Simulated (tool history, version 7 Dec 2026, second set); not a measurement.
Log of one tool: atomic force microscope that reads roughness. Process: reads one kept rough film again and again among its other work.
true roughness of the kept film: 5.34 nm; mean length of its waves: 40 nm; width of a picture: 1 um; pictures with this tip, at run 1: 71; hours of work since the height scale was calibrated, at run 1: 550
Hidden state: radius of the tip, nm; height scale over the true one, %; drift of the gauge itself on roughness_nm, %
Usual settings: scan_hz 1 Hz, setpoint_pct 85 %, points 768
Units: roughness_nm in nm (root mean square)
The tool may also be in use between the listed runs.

| run | day | scan_hz | setpoint_pct | points | pictures with this tip | hours of work since the height scale was calibrated | roughness_nm |
|---|---|---|---|---|---|---|---|
| 1 | 0 | 1 | 85 | 768 | 71 | 550 | 4.759 |
| 2 | 1.008 | 0.67 | 85 | 768 | 100 | 569 | 4.847 |
| 3 | 1.883 | 0.67 | 85 | 768 | 125 | 586 | 4.834 |
| 4 | 2.488 | 0.67 | 85 | 768 | 142 | 597 | 4.818 |
| 5 | 3.529 | 1 | 85 | 768 | 172 | 617 | 4.745 |
| 6 | 4.612 | 1 | 85 | 768 | 203 | 637 | 4.775 |
| 7 | 5.612 | 1 | 82 | 768 | 232 | 656 | 4.789 |
| 8 | 6.621 | 1 | 61 | 768 | 260 | 675 | 4.913 |
| 9 | 7.112 | 0.84 | 85 | 768 | 274 | 685 | 4.78 |
| 10 | 7.633 | 0.84 | 85 | 768 | 289 | 695 | 4.784 |
| 11 | 8.442 | 0.84 | 85 | 768 | 313 | 710 | 4.786 |
|  | 9.225 | new tip fitted |
| 12 | 9.583 | 1.77 | 78 | 890 | 10 | 731 | 4.694 |
| 13 | 10.175 | 1.77 | 78 | 890 | 27 | 742 | 4.753 |
| 14 | 10.704 | 1.9 | 85 | 271 | 43 | 752 | 4.575 |
| 15 | 11.654 | 3.52 | 80 | 544 | 70 | 770 | 4.413 |
| 16 | 12.421 | 3.77 | 66 | 644 | 92 | 785 | 4.711 |
| 17 | 13.262 | 1.06 | 67 | 404 | 116 | 801 | 4.866 |
| 18 | 14.362 | 1.72 | 60 | 404 | 147 | 822 | 4.868 |
| 19 | 14.967 | 3.68 | 72 | 545 | 164 | 833 | 4.567 |
| 20 | 15.579 | 3.06 | 65 | 263 | 182 | 845 | 4.742 |
| 21 | 16.542 | 3.06 | 65 | 263 | 209 | 863 | 4.722 |
| 22 | 17.533 | 1.15 | 85 | 768 | 238 | 882 | 4.738 |

Forecast each of these 3 alternatives for the next run:
| A | 18.658 | 1 | 57 | 952 | 270 | 903 | ? |
| B | 18.658 | 1 | 64 | 349 | 270 | 903 | ? |
| C | 18.658 | 0.56 | 82 | 768 | 270 | 903 | ? |

| run | roughness_nm |
|---|---|
| A | 4.961 |
| B | 4.898 |
| C | 4.853 |
Without the tool's hidden state the same runs would have given:
| run | roughness_nm |
|---|---|
| A | 4.975 |
| B | 4.912 |
| C | 4.866 |
